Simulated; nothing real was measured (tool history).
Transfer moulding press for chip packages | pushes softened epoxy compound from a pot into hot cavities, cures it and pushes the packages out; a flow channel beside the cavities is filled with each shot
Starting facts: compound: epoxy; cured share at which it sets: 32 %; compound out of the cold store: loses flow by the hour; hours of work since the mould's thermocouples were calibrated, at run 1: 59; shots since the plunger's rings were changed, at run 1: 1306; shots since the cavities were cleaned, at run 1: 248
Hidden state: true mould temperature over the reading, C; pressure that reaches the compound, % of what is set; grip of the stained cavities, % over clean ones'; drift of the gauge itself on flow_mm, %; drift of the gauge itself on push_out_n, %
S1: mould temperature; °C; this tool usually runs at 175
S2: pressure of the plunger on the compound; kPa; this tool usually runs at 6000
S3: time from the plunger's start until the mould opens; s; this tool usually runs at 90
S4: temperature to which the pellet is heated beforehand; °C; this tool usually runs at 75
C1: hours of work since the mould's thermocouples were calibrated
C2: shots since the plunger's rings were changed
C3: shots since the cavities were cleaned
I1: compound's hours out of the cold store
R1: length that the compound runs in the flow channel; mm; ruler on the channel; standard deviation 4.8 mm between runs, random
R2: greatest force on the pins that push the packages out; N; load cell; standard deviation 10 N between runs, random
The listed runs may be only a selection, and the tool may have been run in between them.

| run | hour | S1 | S2 | S3 | S4 | C1 | C2 | C3 | I1 | R1 | R2 |
|---|---|---|---|---|---|---|---|---|---|---|---|
| 1 | 0 | 175 | 6000 | 90 | 75 | 59 | 1306 | 248 | 38.4 | 852 | 616 |
| 2 | 5.2 | 175 | 6000 | 90 | 75 | 62 | 1365 | 307 | 42.6 | 821 | 652 |
| 3 | 13.5 | 175 | 5100 | 90 | 75 | 67 | 1459 | 401 | 39.9 | 772 | 711 |
| 4 | 22.5 | 175 | 5100 | 90 | 75 | 72 | 1561 | 503 | 32.2 | 806 | 781 |
| 5 | 29.1 | 175 | 5100 | 90 | 75 | 76 | 1636 | 578 | 10 | 924 | 852 |
|  | 35.3 | cavities cleaned with cleaning compound and waxed |
| 6 | 38.2 | 175 | 5100 | 90 | 75 | 80 | 1721 | 32 | 19.7 | 864 | 518 |
| 7 | 42.3 | 175 | 6000 | 99 | 75 | 82 | 1768 | 79 | 11.5 | 988 | 493 |
| 8 | 48.1 | 175 | 6000 | 90 | 75 | 86 | 1833 | 144 | 45.6 | 801 | 566 |
| 9 | 55.3 | 175 | 6000 | 90 | 75 | 90 | 1914 | 225 | 25.3 | 907 | 650 |
| 10 | 59.9 | 175 | 6000 | 90 | 75 | 92 | 1967 | 278 | 44.8 | 806 | 683 |
| 11 | 68 | 175 | 6000 | 90 | 75 | 97 | 2059 | 370 | 10.6 | 989 | 728 |
| 12 | 72.5 | 175 | 6000 | 90 | 75 | 100 | 2110 | 421 | 23.1 | 914 | 755 |
| 13 | 79 | 175 | 6000 | 90 | 75 | 103 | 2184 | 495 | 10.7 | 990 | 794 |
| 14 | 83.4 | 175 | 6000 | 90 | 75 | 106 | 2233 | 544 | 43.3 | 809 | 753 |
| 15 | 88.5 | 170 | 6000 | 107 | 75 | 109 | 2291 | 602 | 27.6 | 893 | 766 |
|  | 92.4 | cavities cleaned with cleaning compound and waxed |
| 16 | 97.9 | 175 | 6000 | 116 | 83 | 113 | 2380 | 62 | 14 | 958 | 437 |
| 17 | 106.6 | 175 | 6000 | 116 | 83 | 118 | 2479 | 161 | 12 | 973 | 523 |
| 18 | 112.3 | 168 | 6000 | 90 | 75 | 121 | 2543 | 225 | 8.6 | 1007 | 1066 |
| 19 | 117.6 | 178 | 6000 | 112 | 75 | 125 | 2603 | 285 | 13.9 | 951 | 558 |
| 20 | 122.9 | 178 | 6060 | 112 | 83 | 128 | 2663 | 345 | 39.2 | 816 | 594 |
| 21 | 127.2 | 172 | 5700 | 82 | 78 | 130 | 2711 | 393 | 18.3 | 916 | 1064 |
| 22 | 131.9 | 182 | 6000 | 90 | 72 | 133 | 2764 | 446 | 18.9 | 901 | 648 |
| 23 | 137.9 | 182 | 6000 | 90 | 72 | 136 | 2833 | 515 | 46.2 | 767 | 664 |
| 24 | 143.8 | 182 | 6000 | 90 | 72 | 139 | 2899 | 581 | 29.9 | 845 | 655 |
|  | 149.7 | cavities cleaned with cleaning compound and waxed |
| 25 | 154.1 | 182 | 6000 | 90 | 72 | 145 | 2999 | 50 | 14.7 | 922 | 444 |
| 26 | 161 | 182 | 6000 | 90 | 72 | 148 | 3076 | 127 | 41 | 788 | 491 |
| 27 | 169.1 | 175 | 5410 | 87 | 69 | 153 | 3168 | 219 | 47.1 | 741 | 663 |
| 28 | 174.5 | 175 | 7190 | 87 | 69 | 156 | 3230 | 281 | 38.8 | 883 | 691 |

Measured less the same run without the tool's hidden state. The same run-to-run variation is in both; the gauge's scatter may not be:
| run | R1 | R2 |
|---|---|---|
| 1 | -24 | +154 |
| 2 | -24 | +190 |
| 3 | -24 | +241 |
| 4 | -27 | +294 |
| 5 | -33 | +336 |
| 6 | -33 | +32 |
| 7 | -38 | +64 |
| 8 | -32 | +116 |
| 9 | -38 | +171 |
| 10 | -35 | +202 |
| 11 | -45 | +249 |
| 12 | -43 | +271 |
| 13 | -47 | +305 |
| 14 | -40 | +299 |
| 15 | -45 | +315 |
| 16 | -50 | +47 |
| 17 | -53 | +110 |
| 18 | -57 | +277 |
| 19 | -56 | +167 |
| 20 | -48 | +194 |
| 21 | -55 | +370 |
| 22 | -56 | +237 |
| 23 | -49 | +258 |
| 24 | -55 | +267 |
| 25 | -63 | +39 |
| 26 | -54 | +87 |
| 27 | -53 | +171 |
| 28 | -65 | +202 |
